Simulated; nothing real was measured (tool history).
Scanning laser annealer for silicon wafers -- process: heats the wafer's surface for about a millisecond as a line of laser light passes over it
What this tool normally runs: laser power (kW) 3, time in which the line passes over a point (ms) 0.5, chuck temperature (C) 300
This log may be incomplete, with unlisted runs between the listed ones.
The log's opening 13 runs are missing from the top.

run,day,laser power (kW),time in which the line passes over a point (ms),chuck temperature (C),hours of work since the window was cleaned,hours of work since the power meter was calibrated,hours of work since the optics were aligned,highest temperature of the surface (C)
14,17.933,3,0.5,300,860,1012,860,1024
15,18.858,3,0.5,300,875,1026,875,1024
16,20.012,3,0.5,300,892,1044,892,1025
17,21.742,3,0.5,300,919,1071,919,1018
18,23.662,3,0.5,280,949,1101,949,999
19,24.579,3,0.566,280,963,1115,963,1053
20,25.658,3.283,0.5,300,980,1132,980,1091
# day 26.579: window over the wafer cleaned
21,26.875,3.283,0.5,300,5,1149,997,1112

Estimate the outcome of run 22 from the log above:
22,28.554,2.797,0.496,330,31,1175,1024,?

{"run 22": {"highest temperature of the surface (C)": 1016}}
On a tool with no hidden condition, and with the same random variation, this run would have come out at highest temperature of the surface (C) 1025.
